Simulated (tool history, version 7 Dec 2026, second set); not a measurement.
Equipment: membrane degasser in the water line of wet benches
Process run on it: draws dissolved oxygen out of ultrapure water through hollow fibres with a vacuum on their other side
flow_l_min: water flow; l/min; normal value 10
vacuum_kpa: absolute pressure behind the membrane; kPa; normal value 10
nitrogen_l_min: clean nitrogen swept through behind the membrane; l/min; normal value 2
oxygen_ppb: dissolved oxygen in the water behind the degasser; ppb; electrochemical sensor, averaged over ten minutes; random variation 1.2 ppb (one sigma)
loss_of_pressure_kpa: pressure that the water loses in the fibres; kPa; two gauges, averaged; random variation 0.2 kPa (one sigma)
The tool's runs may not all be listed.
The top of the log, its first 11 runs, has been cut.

| run | day | flow_l_min | vacuum_kpa | nitrogen_l_min | hours since the membrane was changed | hours since the vacuum gauge was calibrated | hours since the vacuum lines were made tight | oxygen_ppb | loss_of_pressure_kpa |
|---|---|---|---|---|---|---|---|---|---|
| 12 | 83.779 | 8 | 10 | 2 | 12873 | 596 | 9348 | 99.1 | 39.34 |
| 13 | 92.346 | 8 | 10 | 2 | 13079 | 802 | 9554 | 100 | 39.18 |
| 14 | 97.362 | 10 | 10 | 3.23 | 13199 | 922 | 9674 | 110.8 | 49.2 |
|  | 98.771 | vacuum gauge calibrated, once more |
| 15 | 106.962 | 10 | 10 | 2 | 13429 | 197 | 9904 | 140.3 | 49.2 |
| 16 | 118.192 | 11 | 10 | 2 | 13698 | 466 | 10173 | 167.3 | 53.81 |
| 17 | 126.371 | 11 | 10 | 2 | 13895 | 662 | 10370 | 165.3 | 54.29 |
| 18 | 137.758 | 11 | 10 | 2 | 14168 | 936 | 10643 | 165 | 54.25 |
| 19 | 142.675 | 11 | 10 | 2 | 14286 | 1054 | 10761 | 166 | 54.35 |
| 20 | 147.775 | 7 | 10 | 2 | 14408 | 1176 | 10883 | 80.8 | 34.52 |
| 21 | 154.921 | 7 | 22.2 | 2 | 14580 | 1348 | 11055 | 187.7 | 34.75 |
| 22 | 159.992 | 9 | 10.1 | 1.08 | 14701 | 1469 | 11176 | 184.3 | 44.38 |
| 23 | 165.533 | 9 | 10.1 | 1.08 | 14835 | 1602 | 11310 | 184.6 | 44.66 |

Estimate the outcome of run 24 from the log above:
| 24 | 177.025 | 9 | 10.1 | 1.08 | 15110 | 1878 | 11585 | ? | ? |

Run 24 came out at oxygen_ppb 184.8 ppb, loss_of_pressure_kpa 44.66 kPa.
With no hidden state in the tool, this same run would have given oxygen_ppb 161.3 ppb, loss_of_pressure_kpa 40.9 kPa.
